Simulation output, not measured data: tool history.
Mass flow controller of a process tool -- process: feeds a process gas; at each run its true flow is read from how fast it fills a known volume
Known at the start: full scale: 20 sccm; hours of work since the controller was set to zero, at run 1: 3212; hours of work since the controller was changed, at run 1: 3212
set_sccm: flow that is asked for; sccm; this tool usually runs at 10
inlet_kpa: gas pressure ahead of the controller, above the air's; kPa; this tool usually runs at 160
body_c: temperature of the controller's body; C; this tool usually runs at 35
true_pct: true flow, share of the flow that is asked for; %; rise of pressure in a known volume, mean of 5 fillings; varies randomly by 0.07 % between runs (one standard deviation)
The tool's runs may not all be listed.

run    hour  set_sccm  inlet_kpa  body_c  hours of work since the controller was set to zero  hours of work since the controller was changed  true_pct
  1       0        10        160      35                                                3212                                            3212     98.96
  2   170.3        10        160      35                                                3294                                            3294        99
  3   261.5        10        160      30                                                3337                                            3337     99.46
  4   384.4        10        160      30                                                3396                                            3396     99.56
  5   516.6        10        160      30                                                3459                                            3459      99.5
  6   622.7        10        280      35                                                3510                                            3510      98.8
  7   752.4        10        280      35                                                3572                                            3572     98.76
  8   850.5        10        210      35                                                3619                                            3619        99
  9    1020        10        160      35                                                3700                                            3700     99.12
 10  1108.2        10        160      35                                                3742                                            3742     99.13
 11  1280.4        10        160      35                                                3824                                            3824     99.25
     1290.3  -- controller's zero set anew
 12  1412.2        10        160      35                                                  58                                            3887     99.23
 13  1549.6        10        160      35                                                 124                                            3953     99.31
 14  1674.5        10        160      35                                                 184                                            4013     99.31
 15  1752.6         2        160      35                                                 221                                            4050    103.24
 16  1829.5         2        160      35                                                 258                                            4087    103.31
 17  1945.7        12        231      22                                                 313                                            4142     100.6
     2092.6  -- controller's zero set anew, once more
 18  2097.9        12        231      22                                                   3                                            4215     99.65
 19  2194.8        12        241      22                                                  49                                            4261     99.64
 20  2363.4        14        241      22                                                 129                                            4342     99.86
 21  2531.7        10        215      23                                                 210                                            4422     99.39
 22  2624.8         5        160      29                                                 254                                            4467     98.46
 23    2772        19        245      32                                                 325                                            4537      99.5
 24  2903.7         5        147      38                                                 388                                            4600     97.68
 25    3025         3        160      35                                                 446                                            4658     97.95
 26  3114.6         2        172      29                                                 489                                            4701     98.75
 27  3279.3        10        172      29                                                 567                                            4779     99.05

Forecast run 28:
 28  3409         8        216      28                                                 629                                            4841         ?

Run 28 gave true_pct 98.95 %.
Minus the tool's unlogged condition, the same run would have read true_pct 98.17 %.

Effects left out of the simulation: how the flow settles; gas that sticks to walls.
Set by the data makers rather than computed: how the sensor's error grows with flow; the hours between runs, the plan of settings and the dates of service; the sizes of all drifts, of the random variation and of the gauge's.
